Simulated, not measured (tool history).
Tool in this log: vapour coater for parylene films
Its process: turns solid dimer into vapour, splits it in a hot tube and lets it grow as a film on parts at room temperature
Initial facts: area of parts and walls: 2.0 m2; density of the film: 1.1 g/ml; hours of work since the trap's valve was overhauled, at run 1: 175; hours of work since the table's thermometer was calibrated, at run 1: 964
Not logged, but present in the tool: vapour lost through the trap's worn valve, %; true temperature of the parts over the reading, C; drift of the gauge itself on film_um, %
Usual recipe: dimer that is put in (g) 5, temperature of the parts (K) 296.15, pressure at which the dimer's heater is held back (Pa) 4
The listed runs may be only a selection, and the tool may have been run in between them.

run,hour,dimer that is put in (g),temperature of the parts (K),pressure at which the dimer's heater is held back (Pa),hours of work since the trap's valve was overhauled,hours of work since the table's thermometer was calibrated,thickness of the film (um)
1,0,5,296.15,4,175,964,1.77
2,30.5,5,296.15,4,189,978,1.78
3,93.7,5,296.15,4,218,1006,1.76
4,130.2,5,296.15,4,234,1023,1.74
# hour 173.6: trap's valve overhauled
5,197.8,5,291.15,4,11,1052,2.19
6,228.1,5,292.15,4,25,1065,2.09
7,281.4,5,292.15,4,49,1089,2.06
8,338.6,5,293.15,4,74,1115,1.98
9,376.4,5,296.15,4,92,1132,1.82
10,439.4,5,293.15,4,120,1161,1.94
11,487.1,5,293.15,4,141,1182,1.96
12,531.7,5,293.15,4,162,1202,1.93
13,593.6,5,296.15,4.63,190,1230,1.72
14,651.1,5,296.15,4,216,1256,1.74
# hour 658: table's thermometer calibrated
15,686.3,5,296.15,4,231,13,1.79
# hour 740.1: trap's valve overhauled
16,740.1,2,296.15,4,0,35,0.76
17,776.1,2,296.15,4,16,52,0.76
18,809.5,2,296.15,4,31,67,0.74
# hour 819.4: table's thermometer calibrated, once more
19,862.3,2,298.15,4,55,19,0.67
20,898,2,298.15,4,71,35,0.68
21,926.7,8,296.15,4,84,48,2.86
22,967,8,296.15,4,102,67,2.85
23,1030.2,8,296.15,4,130,95,2.8
24,1059.2,8,296.15,4,144,108,2.82
25,1100.2,8,296.15,4,162,127,2.8
26,1159.8,5,308.15,2.81,189,154,1.26
27,1194.3,4,292.15,4.1,205,169,1.52
28,1243.2,4,292.15,4.1,227,191,1.54
29,1275.4,7,295.15,2.29,241,206,2.62
# hour 1303.9: trap's valve overhauled
30,1344.7,3,296.15,3.02,18,235,1.14
31,1390,2,302.15,2.13,39,256,0.66
32,1445,2,288.15,4,64,281,0.86
33,1483.4,2,288.15,4,81,298,0.85
34,1551.4,2,296.15,4,112,329,0.71
35,1609.9,2,294.15,9.37,138,355,0.66
36,1668.9,4,297.15,9.37,165,382,1.22
37,1713.2,7,305.15,9.37,185,402,1.68
38,1765.9,7,305.15,9.37,209,425,1.65
39,1814.9,9,294.15,7.05,231,448,2.99
# hour 1867.9: trap's valve overhauled
40,1885.8,2,300.15,2.84,8,478,0.69
41,1918.5,6,289.15,4,23,492,2.66
42,1982.9,3,292.15,7.63,52,521,1.15
43,2045.7,8,299.15,10.02,80,550,2.34
44,2110.7,4,299.15,10.02,110,579,1.15
45,2165.5,4,299.15,10.02,134,604,1.16
46,2215,9,296.15,8.24,157,626,2.86
47,2254.1,9,296.15,8.24,174,644,2.91
48,2315.7,7,304.15,8.88,202,672,1.72

Run by run, hidden condition taken away, random variation retained:
run,thickness of the film (um)
1,1.84
2,1.86
3,1.85
4,1.85
5,2.17
6,2.07
7,2.07
8,2.01
9,1.85
10,1.99
11,2.03
12,2.02
13,1.81
14,1.85
15,1.89
16,0.74
17,0.74
18,0.73
19,0.69
20,0.7
21,2.95
22,2.96
23,2.94
24,2.97
25,2.97
26,1.35
27,1.64
28,1.67
29,2.86
30,1.15
31,0.67
32,0.88
33,0.88
34,0.74
35,0.7
36,1.29
37,1.79
38,1.77
39,3.24
40,0.68
41,2.69
42,1.16
43,2.39
44,1.19
45,1.21
46,3.01
47,3.08
48,1.84

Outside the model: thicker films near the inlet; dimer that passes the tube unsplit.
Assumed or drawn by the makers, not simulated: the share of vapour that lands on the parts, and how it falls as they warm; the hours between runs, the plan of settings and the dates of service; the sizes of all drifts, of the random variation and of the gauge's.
